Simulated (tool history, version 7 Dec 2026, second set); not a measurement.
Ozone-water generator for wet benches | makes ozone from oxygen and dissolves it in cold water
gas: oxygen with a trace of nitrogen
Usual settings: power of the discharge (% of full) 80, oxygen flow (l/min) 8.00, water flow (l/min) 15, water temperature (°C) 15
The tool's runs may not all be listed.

run,hour,power of the discharge (% of full),oxygen flow (l/min),water flow (l/min),water temperature (°C),dissolved ozone (ppm),ozone in the gas ahead of the water (g/m3)
1,0.0,80,8.00,15,15,53.5,294.9
2,24.5,80,8.00,15,15,54.0,297.1
3,52.6,80,8.00,15,17,51.2,297.8
4,69.1,55,8.00,15,15,41.6,230.3
5,92.6,80,8.00,15,15,53.0,291.3
6,131.1,80,8.00,15,15,53.0,292.8
7,161.6,80,8.00,15,15,53.2,293.5
8,195.1,80,8.00,15,9,60.0,293.3
9,219.9,80,8.00,15,9,58.6,292.0
10,258.9,80,8.00,15,9,59.1,290.8
11,287.2,67,8.00,15,9,52.3,260.9
12,326.7,80,8.00,17,15,49.1,289.8
13,353.9,80,8.00,17,15,48.7,289.7
14,379.1,80,8.00,17,15,48.0,292.8
15,413.1,80,8.00,10,15,63.9,291.6
16,433.2,80,8.00,10,21,56.1,291.1
17,452.0,80,8.00,10,21,55.7,290.4
18,473.0,45,8.00,10,21,38.0,199.1
19,503.4,45,9.95,12,21,34.8,185.1
20,541.6,80,8.00,12,12,62.3,288.1
21,570.8,62,11.64,16,19,38.9,216.9
# hour 578.2: contactor cleaned
22,595.7,62,7.96,16,8,47.4,246.2
23,628.4,62,7.96,16,8,47.5,245.5
24,655.5,80,8.04,14,15,52.8,289.0
25,692.2,80,8.04,14,15,53.0,289.5
26,729.8,52,8.04,23,15,28.9,215.9
27,770.2,80,8.88,15,15,51.3,278.1
# hour 787.3: contactor cleaned, once more
28,800.5,80,7.47,15,15,51.6,292.0
29,820.6,80,7.47,15,15,51.9,293.7
30,840.4,80,8.00,22,16,40.3,288.1
31,860.4,97,4.03,14,8,62.0,412.9
32,876.6,80,4.91,19,8,45.2,337.8
33,904.6,80,4.91,19,8,45.3,337.8

The same runs without the tool's hidden state, with the same run-to-run variation:
The hidden state here: yield of the discharge, % of new electrodes'; contactor's efficiency, % of a clean one's; true water temperature over the reading, C; drift of the gauge itself on ozone_ppm, %; drift of the gauge itself on gas_g_m3, %.
run,dissolved ozone (ppm),ozone in the gas ahead of the water (g/m3)
1,54.8,299.2
2,55.4,301.7
3,52.6,302.7
4,42.6,233.3
5,54.6,296.6
6,54.7,298.6
7,54.9,299.7
8,62.1,299.9
9,60.7,298.9
10,61.3,298.1
11,54.3,267.0
12,51.2,297.9
13,50.8,298.1
14,50.2,301.6
15,66.6,300.8
16,58.6,300.6
17,58.3,300.1
18,39.3,203.4
19,36.1,189.4
20,65.6,298.8
21,40.9,224.0
22,50.3,254.3
23,50.5,254.0
24,56.5,301.1
25,56.7,302.1
26,30.9,223.1
27,55.3,291.1
28,54.4,306.0
29,54.7,308.1
30,42.5,302.5
31,65.8,436.5
32,47.8,355.2
33,48.0,355.6

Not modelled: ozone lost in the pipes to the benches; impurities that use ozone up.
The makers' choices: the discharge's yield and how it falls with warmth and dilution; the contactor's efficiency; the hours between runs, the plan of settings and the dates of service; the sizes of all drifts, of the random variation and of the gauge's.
